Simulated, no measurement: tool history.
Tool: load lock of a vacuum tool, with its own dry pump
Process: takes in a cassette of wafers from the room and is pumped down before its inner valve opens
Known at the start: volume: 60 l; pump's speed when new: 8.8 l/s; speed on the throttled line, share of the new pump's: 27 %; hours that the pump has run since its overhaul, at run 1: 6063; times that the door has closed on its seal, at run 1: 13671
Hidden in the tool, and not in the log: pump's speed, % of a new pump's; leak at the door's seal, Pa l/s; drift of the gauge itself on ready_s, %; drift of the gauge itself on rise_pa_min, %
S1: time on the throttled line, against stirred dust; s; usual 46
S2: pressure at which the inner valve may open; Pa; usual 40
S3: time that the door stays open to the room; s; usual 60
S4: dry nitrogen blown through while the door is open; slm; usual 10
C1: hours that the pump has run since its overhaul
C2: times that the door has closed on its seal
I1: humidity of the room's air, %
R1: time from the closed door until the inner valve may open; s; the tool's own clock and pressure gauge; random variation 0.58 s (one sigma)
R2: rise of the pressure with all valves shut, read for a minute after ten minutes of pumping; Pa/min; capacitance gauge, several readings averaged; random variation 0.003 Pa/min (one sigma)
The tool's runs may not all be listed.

run	day	S1	S2	S3	S4	C1	C2	I1	R1	R2
1	0.000	46	40	60	10	6063	13671	45.6	90.6	0.115
2	5.008	37	40	60	10	6183	14062	44.4	84.6	0.116
3	10.275	37	40	82	10	6310	14473	46.2	85.1	0.134
4	15.429	37	40	82	10	6433	14876	43.0	84.5	0.128
5	18.425	37	40	82	10	6505	15110	45.4	84.3	0.128
6	23.725	46	40	60	10	6632	15523	42.3	91.0	0.123
7	31.104	46	40	60	10	6810	16099	48.5	90.7	0.129
8	34.654	46	40	60	10	6895	16376	42.2	91.1	0.131
9	39.833	46	40	60	10	7019	16780	47.6	90.4	0.136
10	43.579	46	40	60	10	7109	17073	44.1	91.2	0.129
11	47.412	46	40	60	10	7201	17372	46.6	91.4	0.131
12	51.088	46	40	60	10	7289	17659	45.0	91.8	0.140
13	54.400	46	40	60	10	7369	17917	46.7	91.6	0.140
14	61.008	46	42	60	10	7527	18433	42.3	89.7	0.138
15	64.083	46	40	60	10	7601	18673	47.2	92.0	0.153
16	70.167	71	40	60	10	7747	19148	45.2	108.6	0.151
17	74.700	71	40	60	10	7856	19502	46.2	109.2	0.156
18	79.975	46	40	60	10	7982	19913	48.7	91.1	0.156
19	84.008	46	40	60	10	8079	20228	46.1	90.3	0.156
20	90.217	45	67	41	27	8228	20713	44.2	87.0	0.144
21	94.200	45	67	41	27	8324	21024	45.6	86.8	0.141
22	100.258	44	46	41	9	8469	21496	44.7	88.9	0.163
23	105.221	44	31	41	9	8588	21884	43.1	93.7	0.159
24	112.454	56	29	26	9	8762	22448	43.5	100.6	0.156
25	115.546	46	40	60	6	8836	22690	45.2	91.6	0.183
26	121.150	46	40	41	5	8971	23127	44.6	93.4	0.183
27	124.688	46	37	43	10	9056	23403	43.9	92.3	0.179
28	131.696	46	37	43	10	9224	23950	49.3	92.7	0.189
29	135.888	46	37	43	10	9324	24277	44.4	93.2	0.187
30	140.783	57	40	51	10	9442	24659	48.1	100.2	0.197
31	147.979	29	37	51	10	9615	25221	45.2	80.6	0.197
32	155.292	46	40	60	19	9790	25792	44.6	92.3	0.208
33	160.225	79	28	60	4	9908	26177	48.1	118.2	0.234
34	165.879	85	48	120	6	10044	26618	44.5	118.3	0.263
35	173.133	85	48	120	6	10218	27184	43.8	118.9	0.262
36	178.962	82	40	60	6	10358	27639	47.6	116.9	0.241
37	184.992	77	40	120	10	10503	28110	43.9	113.2	0.264

3 ways to go on from here, each from the tool as it stands after run 37. What would each give?
A	192.142	38	56	26	10	10674	28668	45.5	?	?
B	192.142	77	40	59	14	10674	28668	45.4	?	?
C	192.142	30	40	30	10	10674	28668	46.1	?	?

run	R1	R2
A	84.2	0.230
B	114.0	0.242
C	81.2	0.222
Without the tool's hidden state the same runs would have given:
run	R1	R2
A	78.7	0.025
B	109.6	0.037
C	75.1	0.022
